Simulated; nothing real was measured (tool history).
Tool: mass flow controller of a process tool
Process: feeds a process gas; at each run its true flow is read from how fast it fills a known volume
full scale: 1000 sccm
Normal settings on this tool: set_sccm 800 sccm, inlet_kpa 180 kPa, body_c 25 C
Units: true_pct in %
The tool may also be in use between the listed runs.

run 1 day=0.000 | set_sccm=800 inlet_kpa=180 body_c=25 | true_pct=99.92
run 2 day=3.629 | set_sccm=800 inlet_kpa=180 body_c=25 | true_pct=99.94
run 3 day=9.633 | set_sccm=800 inlet_kpa=240 body_c=25 | true_pct=99.61
run 4 day=17.008 | set_sccm=800 inlet_kpa=180 body_c=25 | true_pct=100.09
run 5 day=21.758 | set_sccm=800 inlet_kpa=212 body_c=25 | true_pct=99.99
run 6 day=29.267 | set_sccm=800 inlet_kpa=180 body_c=25 | true_pct=100.00
run 7 day=35.388 | set_sccm=800 inlet_kpa=180 body_c=25 | true_pct=100.06
run 8 day=40.912 | set_sccm=800 inlet_kpa=180 body_c=25 | true_pct=100.00
run 9 day=46.496 | set_sccm=800 inlet_kpa=180 body_c=25 | true_pct=100.07
run 10 day=52.521 | set_sccm=800 inlet_kpa=180 body_c=22 | true_pct=99.90
run 11 day=58.938 | set_sccm=800 inlet_kpa=180 body_c=25 | true_pct=100.18
run 12 day=63.767 | set_sccm=800 inlet_kpa=180 body_c=26 | true_pct=100.23
run 13 day=70.296 | set_sccm=800 inlet_kpa=180 body_c=26 | true_pct=100.33
run 14 day=74.008 | set_sccm=800 inlet_kpa=180 body_c=25 | true_pct=100.11
run 15 day=78.996 | set_sccm=800 inlet_kpa=180 body_c=25 | true_pct=100.19
run 16 day=83.129 | set_sccm=800 inlet_kpa=180 body_c=25 | true_pct=100.24
run 17 day=87.404 | set_sccm=800 inlet_kpa=180 body_c=24 | true_pct=100.18
run 18 day=92.846 | set_sccm=800 inlet_kpa=210 body_c=24 | true_pct=100.12
run 19 day=98.358 | set_sccm=800 inlet_kpa=210 body_c=24 | true_pct=99.97
run 20 day=101.992 | set_sccm=800 inlet_kpa=210 body_c=24 | true_pct=100.14
run 21 day=106.358 | set_sccm=800 inlet_kpa=180 body_c=25 | true_pct=100.23
run 22 day=111.425 | set_sccm=800 inlet_kpa=180 body_c=25 | true_pct=100.28
run 23 day=115.079 | set_sccm=800 inlet_kpa=180 body_c=25 | true_pct=100.32
run 24 day=121.062 | set_sccm=800 inlet_kpa=180 body_c=25 | true_pct=100.29
run 25 day=128.450 | set_sccm=800 inlet_kpa=180 body_c=25 | true_pct=100.36
run 26 day=134.662 | set_sccm=226 inlet_kpa=204 body_c=31 | true_pct=100.43
run 27 day=141.321 | set_sccm=597 inlet_kpa=204 body_c=29 | true_pct=100.40
run 28 day=145.271 | set_sccm=152 inlet_kpa=155 body_c=30 | true_pct=101.07
run 29 day=149.138 | set_sccm=800 inlet_kpa=230 body_c=25 | true_pct=100.07
run 30 day=154.200 | set_sccm=414 inlet_kpa=171 body_c=25 | true_pct=100.11
-- day=154.667 controller's zero set anew
run 31 day=157.450 | set_sccm=257 inlet_kpa=266 body_c=30 | true_pct=100.84
run 32 day=164.038 | set_sccm=109 inlet_kpa=190 body_c=30 | true_pct=103.68
run 33 day=168.483 | set_sccm=109 inlet_kpa=190 body_c=30 | true_pct=103.68
run 34 day=174.408 | set_sccm=800 inlet_kpa=277 body_c=28 | true_pct=100.34
run 35 day=177.933 | set_sccm=800 inlet_kpa=277 body_c=28 | true_pct=100.45
-- day=180.162 controller's zero set anew, once more
run 36 day=184.362 | set_sccm=800 inlet_kpa=195 body_c=22 | true_pct=99.81
run 37 day=191.633 | set_sccm=800 inlet_kpa=195 body_c=22 | true_pct=99.80
run 38 day=199.296 | set_sccm=243 inlet_kpa=164 body_c=30 | true_pct=99.57
run 39 day=202.858 | set_sccm=151 inlet_kpa=180 body_c=36 | true_pct=99.91
run 40 day=210.392 | set_sccm=266 inlet_kpa=154 body_c=20 | true_pct=99.08
run 41 day=215.229 | set_sccm=144 inlet_kpa=265 body_c=33 | true_pct=99.29
run 42 day=219.383 | set_sccm=144 inlet_kpa=196 body_c=35 | true_pct=99.71
run 43 day=224.433 | set_sccm=144 inlet_kpa=196 body_c=35 | true_pct=99.75
run 44 day=231.696 | set_sccm=241 inlet_kpa=195 body_c=22 | true_pct=99.14
run 45 day=235.771 | set_sccm=578 inlet_kpa=239 body_c=21 | true_pct=99.47
run 46 day=239.233 | set_sccm=227 inlet_kpa=203 body_c=28 | true_pct=99.37
run 47 day=246.092 | set_sccm=127 inlet_kpa=203 body_c=28 | true_pct=99.58
run 48 day=252.229 | set_sccm=106 inlet_kpa=180 body_c=27 | true_pct=99.65
run 49 day=255.679 | set_sccm=922 inlet_kpa=268 body_c=27 | true_pct=100.31

What if the next run were any one of these 3? Each begins from the tool's condition after run 49:
run A day=262.317 | set_sccm=800 inlet_kpa=141 body_c=25 | true_pct=?
run B day=262.317 | set_sccm=334 inlet_kpa=165 body_c=24 | true_pct=?
run C day=262.317 | set_sccm=413 inlet_kpa=164 body_c=27 | true_pct=?

run=A true_pct=100.46
run=B true_pct=99.68
run=C true_pct=99.87
Without the tool's hidden state the same runs would have given:
run=A true_pct=99.89
run=B true_pct=98.95
run=C true_pct=99.19

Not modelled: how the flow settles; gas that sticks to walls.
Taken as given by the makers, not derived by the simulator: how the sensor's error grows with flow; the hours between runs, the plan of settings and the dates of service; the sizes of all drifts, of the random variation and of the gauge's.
